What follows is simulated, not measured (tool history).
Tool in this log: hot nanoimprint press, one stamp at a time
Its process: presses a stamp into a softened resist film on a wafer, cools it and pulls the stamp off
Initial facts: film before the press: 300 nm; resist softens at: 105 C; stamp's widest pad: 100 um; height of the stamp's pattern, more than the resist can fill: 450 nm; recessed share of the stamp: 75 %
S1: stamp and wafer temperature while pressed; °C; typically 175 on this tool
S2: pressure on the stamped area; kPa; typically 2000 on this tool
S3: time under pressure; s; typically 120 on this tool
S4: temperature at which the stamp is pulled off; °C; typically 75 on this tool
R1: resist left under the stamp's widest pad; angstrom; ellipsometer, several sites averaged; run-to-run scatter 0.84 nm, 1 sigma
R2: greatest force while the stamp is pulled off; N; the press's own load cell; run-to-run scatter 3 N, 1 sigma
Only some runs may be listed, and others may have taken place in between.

run 1 hour=0 | S1=175 S2=2000 S3=120 S4=75 | R1=1743 R2=142
run 2 hour=7.7 | S1=175 S2=2000 S3=120 S4=75 | R1=1742 R2=143
run 3 hour=14.9 | S1=175 S2=2000 S3=120 S4=75 | R1=1756 R2=142
run 4 hour=23.6 | S1=175 S2=2000 S3=144 S4=75 | R1=1658 R2=143
run 5 hour=32.5 | S1=175 S2=2000 S3=144 S4=75 | R1=1672 R2=142
run 6 hour=40.8 | S1=184 S2=2000 S3=144 S4=75 | R1=1149 R2=143
run 7 hour=49.3 | S1=170 S2=2970 S3=137 S4=77 | R1=1771 R2=139
run 8 hour=54.1 | S1=181 S2=1360 S3=67 S4=79 | R1=1975 R2=133
run 9 hour=58 | S1=183 S2=2000 S3=120 S4=72 | R1=1292 R2=151
run 10 hour=62.4 | S1=183 S2=2000 S3=120 S4=72 | R1=1284 R2=148
run 11 hour=66.2 | S1=185 S2=1900 S3=120 S4=72 | R1=1218 R2=155

Predict the results of run 12:
run 12 hour=71.2 | S1=185 S2=1600 S3=81 S4=76 | R1=? R2=?

Run 12 yielded R1 1536 angstrom, R2 139 N.
Were there no unlogged condition in the tool, this run, its random variation unchanged, would have produced R1 1509 angstrom, R2 137 N.
